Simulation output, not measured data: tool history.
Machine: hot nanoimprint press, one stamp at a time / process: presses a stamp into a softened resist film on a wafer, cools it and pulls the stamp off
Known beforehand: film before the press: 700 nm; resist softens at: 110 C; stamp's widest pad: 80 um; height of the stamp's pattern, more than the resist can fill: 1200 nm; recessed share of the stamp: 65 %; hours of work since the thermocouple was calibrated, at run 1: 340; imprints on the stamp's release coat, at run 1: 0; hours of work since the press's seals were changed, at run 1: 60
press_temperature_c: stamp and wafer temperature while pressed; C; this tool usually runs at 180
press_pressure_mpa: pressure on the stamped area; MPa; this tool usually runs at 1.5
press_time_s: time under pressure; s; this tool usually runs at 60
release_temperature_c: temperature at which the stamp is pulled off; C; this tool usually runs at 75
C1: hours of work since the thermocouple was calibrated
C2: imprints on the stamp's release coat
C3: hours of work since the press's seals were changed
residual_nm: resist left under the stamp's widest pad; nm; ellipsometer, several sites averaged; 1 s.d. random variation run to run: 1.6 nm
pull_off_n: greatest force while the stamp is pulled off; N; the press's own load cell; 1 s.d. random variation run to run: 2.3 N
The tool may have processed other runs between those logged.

{"run": 1, "day": 0.0, "press_temperature_c": 180, "press_pressure_mpa": 1.5, "press_time_s": 60, "release_temperature_c": 75, "C1": 340, "C2": 0, "C3": 60, "residual_nm": 369.2, "pull_off_n": 105}
{"run": 2, "day": 1.833, "press_temperature_c": 180, "press_pressure_mpa": 1.5, "press_time_s": 60, "release_temperature_c": 75, "C1": 361, "C2": 114, "C3": 81, "residual_nm": 369.5, "pull_off_n": 108}
{"run": 3, "day": 3.167, "press_temperature_c": 180, "press_pressure_mpa": 1.5, "press_time_s": 60, "release_temperature_c": 75, "C1": 376, "C2": 197, "C3": 96, "residual_nm": 369.9, "pull_off_n": 118}
{"run": 4, "day": 4.183, "press_temperature_c": 180, "press_pressure_mpa": 1.5, "press_time_s": 60, "release_temperature_c": 75, "C1": 388, "C2": 260, "C3": 108, "residual_nm": 372, "pull_off_n": 120}
{"run": 5, "day": 5.125, "press_temperature_c": 180, "press_pressure_mpa": 1.5, "press_time_s": 60, "release_temperature_c": 75, "C1": 399, "C2": 318, "C3": 119, "residual_nm": 371.7, "pull_off_n": 118}
{"day": 7.058, "done": "plate thermocouple calibrated"}
{"run": 6, "day": 7.058, "press_temperature_c": 180, "press_pressure_mpa": 1.5, "press_time_s": 60, "release_temperature_c": 75, "C1": 0, "C2": 430, "C3": 139, "residual_nm": 376.2, "pull_off_n": 130}
{"run": 7, "day": 8.467, "press_temperature_c": 180, "press_pressure_mpa": 1.5, "press_time_s": 60, "release_temperature_c": 75, "C1": 16, "C2": 517, "C3": 156, "residual_nm": 377.6, "pull_off_n": 133}
{"run": 8, "day": 10.096, "press_temperature_c": 180, "press_pressure_mpa": 1.5, "press_time_s": 60, "release_temperature_c": 75, "C1": 35, "C2": 618, "C3": 174, "residual_nm": 378.4, "pull_off_n": 137}
{"run": 9, "day": 12.108, "press_temperature_c": 180, "press_pressure_mpa": 1.42, "press_time_s": 60, "release_temperature_c": 79, "C1": 58, "C2": 743, "C3": 197, "residual_nm": 387.9, "pull_off_n": 129}

What does the tool deliver on the next run?
{"run": 10, "day": 13.958, "press_temperature_c": 180, "press_pressure_mpa": 1.5, "press_time_s": 77, "release_temperature_c": 75, "C1": 79, "C2": 858, "C3": 219, "residual_nm": "?", "pull_off_n": "?"}

Run 10 produced residual_nm 348.1 nm, pull_off_n 150 N.
With the hidden condition absent and the run-to-run variation left alone, this run would have shown residual_nm 321.9 nm, pull_off_n 104 N.

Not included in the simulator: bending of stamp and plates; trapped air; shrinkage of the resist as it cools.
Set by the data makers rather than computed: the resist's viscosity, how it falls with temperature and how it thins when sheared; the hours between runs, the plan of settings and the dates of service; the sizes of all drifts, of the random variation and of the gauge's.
